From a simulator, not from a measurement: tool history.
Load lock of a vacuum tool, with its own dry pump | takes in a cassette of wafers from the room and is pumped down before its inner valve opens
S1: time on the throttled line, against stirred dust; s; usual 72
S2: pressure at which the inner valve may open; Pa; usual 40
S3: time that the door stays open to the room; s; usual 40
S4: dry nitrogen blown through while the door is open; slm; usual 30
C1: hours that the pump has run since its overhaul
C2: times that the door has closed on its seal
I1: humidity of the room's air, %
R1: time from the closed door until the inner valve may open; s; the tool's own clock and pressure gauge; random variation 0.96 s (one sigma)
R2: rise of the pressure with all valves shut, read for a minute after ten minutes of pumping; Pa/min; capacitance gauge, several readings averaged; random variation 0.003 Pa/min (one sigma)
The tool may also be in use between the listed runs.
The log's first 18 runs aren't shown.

{"run": 19, "hour": 7425.5, "S1": 43, "S2": 43, "S3": 40, "S4": 5, "C1": 15622, "C2": 18088, "I1": 44.9, "R1": 145.6, "R2": 0.211}
{"run": 20, "hour": 7797.9, "S1": 72, "S2": 40, "S3": 183, "S4": 30, "C1": 15994, "C2": 18562, "I1": 44.7, "R1": 165.2, "R2": 0.229}
{"run": 21, "hour": 8074.1, "S1": 91, "S2": 40, "S3": 141, "S4": 30, "C1": 16270, "C2": 18914, "I1": 45.2, "R1": 178.6, "R2": 0.228}
{"run": 22, "hour": 8512.0, "S1": 59, "S2": 29, "S3": 40, "S4": 30, "C1": 16708, "C2": 19471, "I1": 43.7, "R1": 163.5, "R2": 0.215}
{"run": 23, "hour": 8740.4, "S1": 38, "S2": 31, "S3": 40, "S4": 10, "C1": 16937, "C2": 19762, "I1": 45.7, "R1": 149.1, "R2": 0.234}
{"run": 24, "hour": 9019.9, "S1": 72, "S2": 29, "S3": 40, "S4": 4, "C1": 17216, "C2": 20117, "I1": 44.6, "R1": 174.0, "R2": 0.242}
{"run": 25, "hour": 9372.5, "S1": 111, "S2": 61, "S3": 40, "S4": 11, "C1": 17569, "C2": 20566, "I1": 46.5, "R1": 189.7, "R2": 0.251}
{"run": 26, "hour": 9686.6, "S1": 111, "S2": 38, "S3": 40, "S4": 11, "C1": 17883, "C2": 20966, "I1": 47.2, "R1": 194.6, "R2": 0.255}
{"hour": 10165.2, "done": "dry pump taken out, an overhauled one fitted"}
{"run": 27, "hour": 10171.0, "S1": 61, "S2": 33, "S3": 194, "S4": 19, "C1": 6, "C2": 21575, "I1": 40.3, "R1": 147.1, "R2": 0.287}
{"run": 28, "hour": 10448.7, "S1": 90, "S2": 71, "S3": 60, "S4": 11, "C1": 284, "C2": 21928, "I1": 43.7, "R1": 156.3, "R2": 0.274}
{"run": 29, "hour": 10739.4, "S1": 72, "S2": 40, "S3": 172, "S4": 12, "C1": 574, "C2": 22298, "I1": 45.1, "R1": 153.2, "R2": 0.316}
{"run": 30, "hour": 11011.2, "S1": 130, "S2": 70, "S3": 28, "S4": 6, "C1": 846, "C2": 22644, "I1": 40.9, "R1": 187.7, "R2": 0.275}
{"run": 31, "hour": 11464.4, "S1": 130, "S2": 70, "S3": 83, "S4": 25, "C1": 1299, "C2": 23221, "I1": 44.8, "R1": 186.7, "R2": 0.289}
{"run": 32, "hour": 11725.3, "S1": 130, "S2": 70, "S3": 83, "S4": 25, "C1": 1560, "C2": 23553, "I1": 46.2, "R1": 186.0, "R2": 0.294}
{"run": 33, "hour": 12011.9, "S1": 130, "S2": 70, "S3": 83, "S4": 25, "C1": 1847, "C2": 23918, "I1": 46.5, "R1": 189.0, "R2": 0.303}
{"run": 34, "hour": 12328.5, "S1": 130, "S2": 70, "S3": 83, "S4": 25, "C1": 2163, "C2": 24320, "I1": 46.7, "R1": 188.6, "R2": 0.312}
{"run": 35, "hour": 12570.7, "S1": 72, "S2": 40, "S3": 175, "S4": 12, "C1": 2406, "C2": 24629, "I1": 47.0, "R1": 150.9, "R2": 0.355}
{"run": 36, "hour": 12935.8, "S1": 72, "S2": 40, "S3": 175, "S4": 12, "C1": 2771, "C2": 25093, "I1": 46.8, "R1": 152.2, "R2": 0.369}

3 ways to go on from here, each from the tool as it stands after run 36. What would each give?
{"run": "A", "hour": 13158.5, "S1": 72, "S2": 40, "S3": 48, "S4": 26, "C1": 2993, "C2": 25377, "I1": 45.0, "R1": "?", "R2": "?"}
{"run": "B", "hour": 13158.5, "S1": 37, "S2": 40, "S3": 37, "S4": 37, "C1": 2993, "C2": 25377, "I1": 45.8, "R1": "?", "R2": "?"}
{"run": "C", "hour": 13158.5, "S1": 72, "S2": 52, "S3": 175, "S4": 12, "C1": 2993, "C2": 25377, "I1": 44.2, "R1": "?", "R2": "?"}

run=A R1=155.1 R2=0.319
run=B R1=129.4 R2=0.319
run=C R1=150.6 R2=0.365
Without the tool's hidden state the same runs would have given:
run=A R1=151.7 R2=0.018
run=B R1=125.6 R2=0.014
run=C R1=147.3 R2=0.063
